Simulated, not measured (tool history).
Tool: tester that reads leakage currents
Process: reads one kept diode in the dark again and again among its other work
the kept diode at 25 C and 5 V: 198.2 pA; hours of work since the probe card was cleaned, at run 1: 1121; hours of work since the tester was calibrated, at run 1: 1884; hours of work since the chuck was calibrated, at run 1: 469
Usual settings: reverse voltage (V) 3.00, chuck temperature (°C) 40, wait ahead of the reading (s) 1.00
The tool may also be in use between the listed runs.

run,day,reverse voltage (V),chuck temperature (°C),wait ahead of the reading (s),hours of work since the probe card was cleaned,hours of work since the tester was calibrated,hours of work since the chuck was calibrated,current that the tester gives (pA)
1,0.000,3.00,40,1.00,1121,1884,469,557.74
# day 6.600: chuck's temperature calibrated
2,7.212,3.00,40,1.00,1214,1976,8,594.10
3,12.279,3.00,40,1.00,1280,2042,74,592.43
4,17.788,3.00,40,1.00,1352,2114,146,582.56
# day 23.267: tester calibrated
5,24.592,3.00,40,1.00,1439,17,233,570.52
6,28.954,3.00,40,1.00,1496,74,290,562.25
7,35.192,3.00,40,1.00,1577,155,371,556.68
8,38.746,3.00,37,1.00,1624,202,418,428.82
9,46.079,3.00,37,1.00,1719,297,513,421.74
# day 49.546: chuck's temperature calibrated
10,51.567,3.00,37,1.00,1789,368,26,456.25
11,55.967,3.00,37,1.00,1847,425,84,452.14
12,63.612,1.00,40,1.00,1946,524,183,335.80
13,67.129,1.00,40,1.00,1992,570,229,334.31
14,73.562,3.00,40,1.00,2076,654,313,568.93
15,78.962,3.00,40,1.00,2146,724,383,559.53
16,84.342,3.00,40,0.62,2216,794,453,555.27
17,88.258,3.00,40,0.62,2267,845,504,552.45
# day 92.529: chuck's temperature calibrated
18,94.896,11.04,40,1.00,2353,931,31,1136.00
19,98.538,11.04,40,1.00,2400,978,78,1122.86
20,102.900,11.04,40,1.00,2457,1035,135,1118.31
21,110.554,3.00,38,8.77,2557,1135,235,488.67
# day 111.458: probe card cleaned and baked
22,118.438,3.00,57,1.00,91,1236,336,2232.60
23,123.004,3.00,57,1.00,150,1295,395,2225.90
24,130.508,2.21,40,2.12,248,1393,493,477.18
25,134.708,2.85,45,1.00,303,1448,548,813.59
# day 135.200: chuck's temperature calibrated
26,139.079,17.59,40,6.07,359,1504,51,1390.67
27,145.267,13.81,38,1.00,439,1584,131,1041.11
28,152.096,13.81,38,1.00,528,1673,220,1024.76
29,157.688,13.81,38,1.00,601,1746,293,1008.51
30,163.812,10.86,38,1.00,681,1826,373,890.22
31,171.654,10.86,38,1.00,783,1928,475,877.42
# day 178.104: chuck's temperature calibrated
32,178.617,3.85,38,2.70,873,2018,7,562.50
33,182.904,1.33,38,5.62,928,2073,63,332.52
34,186.283,3.00,40,1.21,973,2117,107,580.84
35,190.333,5.12,40,4.31,1025,2170,159,749.19
# day 191.512: tester calibrated
36,198.204,3.00,23,0.56,1127,87,261,124.79
37,204.117,13.41,40,1.05,1204,164,338,1169.80
38,211.488,3.41,53,1.00,1300,260,434,1674.16
39,215.875,3.00,50,1.21,1357,317,491,1231.85

The same runs without the tool's hidden state, with the same run-to-run variation:
The hidden state here: stray current of the dirty probe card, pA a volt; current scale over the true one, %; true chuck temperature over the reading, C; drift of the gauge itself on leakage_pa, %.
run,current that the tester gives (pA)
1,587.79
2,588.64
3,592.59
4,588.62
5,591.32
6,587.80
7,589.05
8,456.38
9,455.09
10,454.61
11,454.28
12,343.99
13,345.11
14,592.07
15,588.40
16,590.53
17,591.50
18,1111.52
19,1105.63
20,1110.26
21,495.97
22,2313.34
23,2322.76
24,507.05
25,869.61
26,1388.59
27,1052.09
28,1047.93
29,1041.48
30,930.72
31,931.87
32,561.51
33,335.22
34,588.73
35,763.74
36,129.82
37,1237.60
38,1800.54
39,1337.19
